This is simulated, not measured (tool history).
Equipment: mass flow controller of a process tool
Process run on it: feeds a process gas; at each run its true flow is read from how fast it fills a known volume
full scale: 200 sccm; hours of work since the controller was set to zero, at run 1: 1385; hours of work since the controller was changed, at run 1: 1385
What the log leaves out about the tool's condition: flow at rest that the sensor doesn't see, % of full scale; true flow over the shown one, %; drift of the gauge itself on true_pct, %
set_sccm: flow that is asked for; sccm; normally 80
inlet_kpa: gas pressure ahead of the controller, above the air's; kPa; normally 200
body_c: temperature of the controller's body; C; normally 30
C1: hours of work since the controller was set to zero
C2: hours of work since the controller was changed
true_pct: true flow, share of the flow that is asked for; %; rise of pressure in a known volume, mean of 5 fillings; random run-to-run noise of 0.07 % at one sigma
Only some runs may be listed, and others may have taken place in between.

Run 1, hour 0: usual settings; C1 1385; C2 1385. Result: true_pct 98.83 %.
Run 2, hour 357.3: usual settings but inlet_kpa 218 kPa; C1 1558; C2 1558. Result: true_pct 98.89 %.
Run 3, hour 914.7: usual settings; C1 1829; C2 1829. Result: true_pct 98.79 %.
Run 4, hour 1423.4: usual settings; C1 2075; C2 2075. Result: true_pct 98.92 %.
Run 5, hour 1695.8: usual settings but set_sccm 49 sccm; C1 2207; C2 2207. Result: true_pct 98.53 %.
Run 6, hour 2117.4: usual settings but inlet_kpa 158 kPa; C1 2412; C2 2412. Result: true_pct 98.72 %.
Run 7, hour 2647.7: usual settings but inlet_kpa 158 kPa; C1 2669; C2 2669. Result: true_pct 98.64 %.
Run 8, hour 3205.3: usual settings but inlet_kpa 158 kPa; C1 2940; C2 2940. Result: true_pct 98.62 %.
Run 9, hour 3669.8: usual settings but inlet_kpa 158 kPa; C1 3165; C2 3165. Result: true_pct 98.59 %.
Run 10, hour 4201.9: usual settings but inlet_kpa 158 kPa; C1 3423; C2 3423. Result: true_pct 98.64 %.
Run 11, hour 4703.9: usual settings but inlet_kpa 158 kPa; C1 3667; C2 3667. Result: true_pct 98.53 %.
Run 12, hour 5112.7: usual settings but inlet_kpa 158 kPa; C1 3865; C2 3865. Result: true_pct 98.66 %.
Run 13, hour 5389: usual settings but inlet_kpa 158 kPa; C1 3999; C2 3999. Result: true_pct 98.62 %.
Run 14, hour 5652.8: usual settings but inlet_kpa 158 kPa; C1 4127; C2 4127. Result: true_pct 98.58 %.
Run 15, hour 6039: usual settings; C1 4315; C2 4315. Result: true_pct 98.78 %.
Run 16, hour 6353.3: usual settings but set_sccm 57 sccm; C1 4467; C2 4467. Result: true_pct 98.68 %.
At hour 6528: controller's zero set anew.
Run 17, hour 6817.3: usual settings but set_sccm 57 sccm, body_c 25 C; C1 140; C2 4692. Result: true_pct 98.27 %.
Run 18, hour 7311.8: usual settings but set_sccm 57 sccm, body_c 25 C; C1 380; C2 4932. Result: true_pct 98.47 %.
Run 19, hour 7849.9: usual settings but set_sccm 57 sccm, body_c 25 C; C1 641; C2 5193. Result: true_pct 98.38 %.
Run 20, hour 8181: usual settings but set_sccm 77 sccm, body_c 25 C; C1 802; C2 5354. Result: true_pct 98.65 %.
Run 21, hour 8448.8: usual settings but set_sccm 77 sccm, inlet_kpa 162 kPa, body_c 25 C; C1 932; C2 5484. Result: true_pct 98.49 %.
Run 22, hour 8939.7: usual settings but inlet_kpa 181 kPa; C1 1170; C2 5722. Result: true_pct 98.89 %.
Run 23, hour 9323: usual settings but body_c 21 C; C1 1356; C2 5908. Result: true_pct 98.58 %.
Run 24, hour 9693.3: usual settings; C1 1536; C2 6088. Result: true_pct 98.76 %.
Run 25, hour 10027.2: usual settings but set_sccm 177 sccm; C1 1698; C2 6250. Result: true_pct 99.79 %.
Run 26, hour 10393.6: usual settings but set_sccm 73 sccm, inlet_kpa 157 kPa, body_c 33 C; C1 1876; C2 6427. Result: true_pct 98.72 %.
Run 27, hour 10875.2: usual settings but set_sccm 23 sccm, inlet_kpa 267 kPa, body_c 27 C; C1 2109; C2 6661. Result: true_pct 98.53 %.
Run 28, hour 11193.2: usual settings but set_sccm 26 sccm, inlet_kpa 231 kPa, body_c 28 C; C1 2264; C2 6815. Result: true_pct 98.4 %.
Run 29, hour 11427.6: usual settings but set_sccm 26 sccm, inlet_kpa 231 kPa, body_c 28 C; C1 2377; C2 6929. Result: true_pct 98.36 %.
Run 30, hour 11703.4: usual settings but set_sccm 24 sccm, inlet_kpa 172 kPa; C1 2511; C2 7063. Result: true_pct 98.03 %.
At hour 12071.9: controller exchanged for a calibrated one.
Run 31, hour 12071.9: usual settings but set_sccm 24 sccm, inlet_kpa 257 kPa, body_c 36 C; C1 0; C2 0. Result: true_pct 98.72 %.
Run 32, hour 12396.5: usual settings but set_sccm 95 sccm, inlet_kpa 162 kPa; C1 157; C2 157. Result: true_pct 98.77 %.
Run 33, hour 12749.1: usual settings but set_sccm 79 sccm, inlet_kpa 142 kPa; C1 329; C2 329. Result: true_pct 98.55 %.
Run 34, hour 13217.4: usual settings but set_sccm 79 sccm, inlet_kpa 238 kPa, body_c 33 C; C1 556; C2 556. Result: true_pct 99.22 %.
Run 35, hour 13625.2: usual settings but set_sccm 55 sccm, inlet_kpa 238 kPa, body_c 23 C; C1 754; C2 754. Result: true_pct 98.53 %.
Run 36, hour 13991: usual settings but set_sccm 47 sccm, inlet_kpa 151 kPa, body_c 29 C; C1 931; C2 931. Result: true_pct 98.22 %.
Run 37, hour 14281.2: usual settings but set_sccm 47 sccm, inlet_kpa 151 kPa, body_c 29 C; C1 1072; C2 1072. Result: true_pct 98.16 %.
Run 38, hour 14747.6: usual settings but set_sccm 67 sccm, inlet_kpa 274 kPa, body_c 36 C; C1 1298; C2 1298. Result: true_pct 99.37 %.
Run 39, hour 15213.6: usual settings but set_sccm 67 sccm, inlet_kpa 274 kPa, body_c 36 C; C1 1524; C2 1524. Result: true_pct 99.38 %.
Run 40, hour 15491.2: usual settings but set_sccm 195 sccm, inlet_kpa 262 kPa, body_c 36 C; C1 1659; C2 1659. Result: true_pct 100.71 %.
Run 41, hour 16011.9: usual settings but set_sccm 48 sccm, inlet_kpa 159 kPa, body_c 24 C; C1 1912; C2 1912. Result: true_pct 98.07 %.
Run 42, hour 16482.1: usual settings but set_sccm 48 sccm, inlet_kpa 159 kPa, body_c 24 C; C1 2140; C2 2140. Result: true_pct 98.03 %.
Run 43, hour 16990.7: usual settings but set_sccm 48 sccm, inlet_kpa 159 kPa, body_c 24 C; C1 2387; C2 2387. Result: true_pct 98.1 %.
Run 44, hour 17472.3: usual settings but set_sccm 48 sccm, inlet_kpa 159 kPa, body_c 24 C; C1 2620; C2 2620. Result: true_pct 98.03 %.
Run 45, hour 17945.7: usual settings but set_sccm 48 sccm, inlet_kpa 159 kPa, body_c 24 C; C1 2850; C2 2850. Result: true_pct 98.16 %.
Run 46, hour 18330.1: usual settings but set_sccm 48 sccm, inlet_kpa 159 kPa, body_c 24 C; C1 3036; C2 3036. Result: true_pct 98.09 %.
Run 47, hour 18786.9: usual settings but body_c 26 C; C1 3258; C2 3258. Result: true_pct 98.73 %.
Run 48, hour 19337.6: usual settings but set_sccm 129 sccm, body_c 29 C; C1 3525; C2 3525. Result: true_pct 99.43 %.

Below are 3 alternative next runs, each starting from the tool's condition after run 48. Predict each:
Run A, hour 19654.7: usual settings but inlet_kpa 161 kPa; C1 3679; C2 3679. Result: true_pct ?.
Run B, hour 19654.7: usual settings but set_sccm 28 sccm, inlet_kpa 187 kPa, body_c 25 C; C1 3679; C2 3679. Result: true_pct ?.
Run C, hour 19654.7: usual settings but set_sccm 129 sccm, inlet_kpa 246 kPa, body_c 34 C; C1 3679; C2 3679. Result: true_pct ?.

run  true_pct
  A     98.63
  B      98.1
  C     99.61
With no hidden state in the tool, these same runs would have given:
run  true_pct
  A     98.62
  B     98.08
  C      99.6
